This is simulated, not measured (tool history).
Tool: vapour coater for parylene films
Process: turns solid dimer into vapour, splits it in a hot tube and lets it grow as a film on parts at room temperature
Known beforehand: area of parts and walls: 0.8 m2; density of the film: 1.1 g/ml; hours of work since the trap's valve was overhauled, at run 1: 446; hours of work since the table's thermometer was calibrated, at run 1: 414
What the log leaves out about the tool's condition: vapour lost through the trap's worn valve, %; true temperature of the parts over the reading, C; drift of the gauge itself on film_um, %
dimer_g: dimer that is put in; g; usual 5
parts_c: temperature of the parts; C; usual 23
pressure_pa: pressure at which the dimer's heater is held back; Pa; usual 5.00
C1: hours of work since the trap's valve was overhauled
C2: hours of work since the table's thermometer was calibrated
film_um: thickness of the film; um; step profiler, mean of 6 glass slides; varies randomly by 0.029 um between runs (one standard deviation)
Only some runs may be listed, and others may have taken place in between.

{"run": 1, "hour": 0.0, "dimer_g": 5, "parts_c": 23, "pressure_pa": 5.0, "C1": 446, "C2": 414, "film_um": 2.39}
{"run": 2, "hour": 13.0, "dimer_g": 5, "parts_c": 17, "pressure_pa": 5.0, "C1": 456, "C2": 424, "film_um": 2.65}
{"run": 3, "hour": 24.8, "dimer_g": 5, "parts_c": 18, "pressure_pa": 5.0, "C1": 465, "C2": 433, "film_um": 2.52}
{"run": 4, "hour": 37.3, "dimer_g": 5, "parts_c": 30, "pressure_pa": 5.0, "C1": 475, "C2": 443, "film_um": 2.07}
{"run": 5, "hour": 48.2, "dimer_g": 5, "parts_c": 32, "pressure_pa": 5.0, "C1": 484, "C2": 452, "film_um": 1.96}
{"run": 6, "hour": 57.8, "dimer_g": 5, "parts_c": 32, "pressure_pa": 5.0, "C1": 491, "C2": 459, "film_um": 1.98}
{"run": 7, "hour": 67.0, "dimer_g": 5, "parts_c": 32, "pressure_pa": 5.0, "C1": 499, "C2": 466, "film_um": 1.95}
{"run": 8, "hour": 78.9, "dimer_g": 5, "parts_c": 32, "pressure_pa": 5.0, "C1": 508, "C2": 476, "film_um": 1.96}
{"run": 9, "hour": 92.7, "dimer_g": 5, "parts_c": 32, "pressure_pa": 5.0, "C1": 519, "C2": 487, "film_um": 1.99}
{"run": 10, "hour": 102.3, "dimer_g": 5, "parts_c": 32, "pressure_pa": 5.0, "C1": 526, "C2": 494, "film_um": 1.89}
{"run": 11, "hour": 111.6, "dimer_g": 5, "parts_c": 23, "pressure_pa": 5.0, "C1": 533, "C2": 501, "film_um": 2.29}
{"run": 12, "hour": 122.2, "dimer_g": 5, "parts_c": 23, "pressure_pa": 5.0, "C1": 542, "C2": 510, "film_um": 2.27}
{"run": 13, "hour": 136.0, "dimer_g": 5, "parts_c": 23, "pressure_pa": 5.0, "C1": 553, "C2": 520, "film_um": 2.29}
{"run": 14, "hour": 150.8, "dimer_g": 5, "parts_c": 23, "pressure_pa": 6.39, "C1": 564, "C2": 532, "film_um": 2.19}
{"run": 15, "hour": 160.9, "dimer_g": 6, "parts_c": 23, "pressure_pa": 2.96, "C1": 572, "C2": 540, "film_um": 3.01}
{"run": 16, "hour": 173.4, "dimer_g": 8, "parts_c": 23, "pressure_pa": 7.04, "C1": 582, "C2": 550, "film_um": 3.45}
{"run": 17, "hour": 182.7, "dimer_g": 8, "parts_c": 23, "pressure_pa": 7.04, "C1": 589, "C2": 557, "film_um": 3.49}
{"run": 18, "hour": 194.4, "dimer_g": 8, "parts_c": 23, "pressure_pa": 7.04, "C1": 598, "C2": 566, "film_um": 3.3}
{"run": 19, "hour": 205.7, "dimer_g": 8, "parts_c": 26, "pressure_pa": 8.28, "C1": 607, "C2": 575, "film_um": 3.12}
{"run": 20, "hour": 215.5, "dimer_g": 5, "parts_c": 24, "pressure_pa": 3.47, "C1": 615, "C2": 583, "film_um": 2.35}
{"run": 21, "hour": 222.0, "dimer_g": 5, "parts_c": 24, "pressure_pa": 3.47, "C1": 620, "C2": 588, "film_um": 2.3}
{"run": 22, "hour": 235.8, "dimer_g": 5, "parts_c": 23, "pressure_pa": 4.35, "C1": 631, "C2": 599, "film_um": 2.29}
{"run": 23, "hour": 246.5, "dimer_g": 7, "parts_c": 32, "pressure_pa": 4.09, "C1": 639, "C2": 607, "film_um": 2.74}

What if the next run were any one of these 4? Each begins from the tool's condition after run 23:
{"run": "A", "hour": 258.8, "dimer_g": 2, "parts_c": 15, "pressure_pa": 3.29, "C1": 649, "C2": 617, "film_um": "?"}
{"run": "B", "hour": 258.8, "dimer_g": 7, "parts_c": 16, "pressure_pa": 11.66, "C1": 649, "C2": 617, "film_um": "?"}
{"run": "C", "hour": 258.8, "dimer_g": 4, "parts_c": 27, "pressure_pa": 5.0, "C1": 649, "C2": 617, "film_um": "?"}
{"run": "D", "hour": 258.8, "dimer_g": 5, "parts_c": 25, "pressure_pa": 5.0, "C1": 649, "C2": 617, "film_um": "?"}

run=A film_um=1.13
run=B film_um=3.12
run=C film_um=1.67
run=D film_um=2.18
Take away the tool's hidden state, keep each run's random variation, and the runs would have read:
run=A film_um=1.31
run=B film_um=3.60
run=C film_um=1.93
run=D film_um=2.52

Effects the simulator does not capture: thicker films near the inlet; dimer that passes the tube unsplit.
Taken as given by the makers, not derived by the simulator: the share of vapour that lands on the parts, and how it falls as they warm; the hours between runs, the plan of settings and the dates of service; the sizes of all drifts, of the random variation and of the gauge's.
